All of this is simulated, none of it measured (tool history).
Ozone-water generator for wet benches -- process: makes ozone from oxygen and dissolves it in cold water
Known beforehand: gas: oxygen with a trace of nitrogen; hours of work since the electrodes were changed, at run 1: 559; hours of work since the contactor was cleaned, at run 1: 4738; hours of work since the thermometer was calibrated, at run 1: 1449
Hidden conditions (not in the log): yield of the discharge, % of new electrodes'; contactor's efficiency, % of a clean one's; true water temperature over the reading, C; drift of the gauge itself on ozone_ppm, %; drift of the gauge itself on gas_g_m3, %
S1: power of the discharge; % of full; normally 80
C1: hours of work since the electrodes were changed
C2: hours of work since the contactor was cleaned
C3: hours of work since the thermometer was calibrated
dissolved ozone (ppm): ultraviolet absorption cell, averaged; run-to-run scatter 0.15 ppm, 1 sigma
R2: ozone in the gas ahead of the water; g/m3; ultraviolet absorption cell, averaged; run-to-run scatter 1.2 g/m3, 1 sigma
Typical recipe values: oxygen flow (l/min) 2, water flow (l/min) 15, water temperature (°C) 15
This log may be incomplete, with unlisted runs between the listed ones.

run 1 hour=0.0 | S1=80 oxygen_flow_(l/min)=2 water_flow_(l/min)=15 water_temperature_(°C)=15 | C1=559 C2=4738 C3=1449 | dissolved_ozone_(ppm)=17.7 R2=216.4
run 2 hour=105.2 | S1=80 oxygen_flow_(l/min)=2 water_flow_(l/min)=15 water_temperature_(°C)=15 | C1=625 C2=4804 C3=1515 | dissolved_ozone_(ppm)=17.6 R2=215.7
run 3 hour=210.0 | S1=80 oxygen_flow_(l/min)=2 water_flow_(l/min)=15 water_temperature_(°C)=15 | C1=690 C2=4870 C3=1581 | dissolved_ozone_(ppm)=17.6 R2=214.4
run 4 hour=354.2 | S1=80 oxygen_flow_(l/min)=2 water_flow_(l/min)=15 water_temperature_(°C)=15 | C1=781 C2=4960 C3=1671 | dissolved_ozone_(ppm)=17.4 R2=216.5
run 5 hour=489.3 | S1=80 oxygen_flow_(l/min)=2 water_flow_(l/min)=15 water_temperature_(°C)=15 | C1=865 C2=5045 C3=1756 | dissolved_ozone_(ppm)=17.5 R2=215.4
run 6 hour=579.4 | S1=80 oxygen_flow_(l/min)=2 water_flow_(l/min)=15 water_temperature_(°C)=15 | C1=922 C2=5101 C3=1813 | dissolved_ozone_(ppm)=17.6 R2=216.7
run 7 hour=744.7 | S1=80 oxygen_flow_(l/min)=2 water_flow_(l/min)=15 water_temperature_(°C)=15 | C1=1025 C2=5205 C3=1916 | dissolved_ozone_(ppm)=17.8 R2=215.2

Predict the results of run 8:
run 8 hour=847.5 | S1=80 oxygen_flow_(l/min)=2 water_flow_(l/min)=15 water_temperature_(°C)=15 | C1=1090 C2=5270 C3=1981 | dissolved_ozone_(ppm)=? R2=?

{"run 8": {"dissolved ozone (ppm)": 17.5, "R2": 216.4}}
With no hidden state in the tool, this same run would have given dissolved ozone (ppm) 17.5, R2 215.5 g/m3.
